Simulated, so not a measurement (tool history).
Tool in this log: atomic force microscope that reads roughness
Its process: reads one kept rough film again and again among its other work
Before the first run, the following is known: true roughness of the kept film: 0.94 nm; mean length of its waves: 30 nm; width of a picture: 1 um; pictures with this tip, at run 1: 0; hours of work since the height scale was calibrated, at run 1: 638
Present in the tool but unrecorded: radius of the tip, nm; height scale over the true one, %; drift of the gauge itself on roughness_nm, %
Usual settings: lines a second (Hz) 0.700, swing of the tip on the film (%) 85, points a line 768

run   hour  lines a second (Hz)  swing of the tip on the film (%)  points a line  pictures with this tip  hours of work since the height scale was calibrated  roughness of the kept film (nm (root mean square))
  1    0.0                0.700                                85            768                       0                                                  638                                               0.878
  2   35.1                0.700                                85            768                      34                                                  661                                               0.868
  3   63.1                0.700                                85            768                      61                                                  679                                               0.875
  4   83.5                0.700                                72            768                      81                                                  692                                               0.878
  5  100.5                0.700                                85            768                      97                                                  703                                               0.860
  6  119.6                0.700                                60            768                     116                                                  715                                               0.882
  7  139.4                0.700                                60            768                     135                                                  728                                               0.886
  8  167.2                0.700                                85            768                     162                                                  745                                               0.852
  9  186.2                0.700                                85            768                     180                                                  758                                               0.840
     192.0  -- new tip fitted
 10  217.2                0.700                                85            768                      24                                                  777                                               0.868
 11  242.9                0.700                                82            768                      49                                                  794                                               0.870
 12  260.9                1.081                                60            348                      66                                                  805                                               0.887
 13  283.7                2.337                                71            878                      88                                                  820                                               0.831
 14  302.4                1.766                                68            862                     106                                                  832                                               0.856
 15  332.0                0.700                                65            615                     135                                                  851                                               0.883

Branching from run 15: 5 alternative next runs. What would each branch give?
  A  364.5                0.963                                84            318                     167                                                  871                                                   ?
  B  364.5                0.871                                69            318                     167                                                  871                                                   ?
  C  364.5                2.492                                63            679                     167                                                  871                                                   ?
  D  364.5                1.331                                89            344                     167                                                  871                                                   ?
  E  364.5                0.700                                87            893                     167                                                  871                                                   ?

run  roughness of the kept film (nm (root mean square))
  A                                               0.826
  B                                               0.851
  C                                               0.841
  D                                               0.789
  E                                               0.846
Had the tool no hidden state, the same runs would have come out as:
run  roughness of the kept film (nm (root mean square))
  A                                               0.855
  B                                               0.882
  C                                               0.871
  D                                               0.817
  E                                               0.876
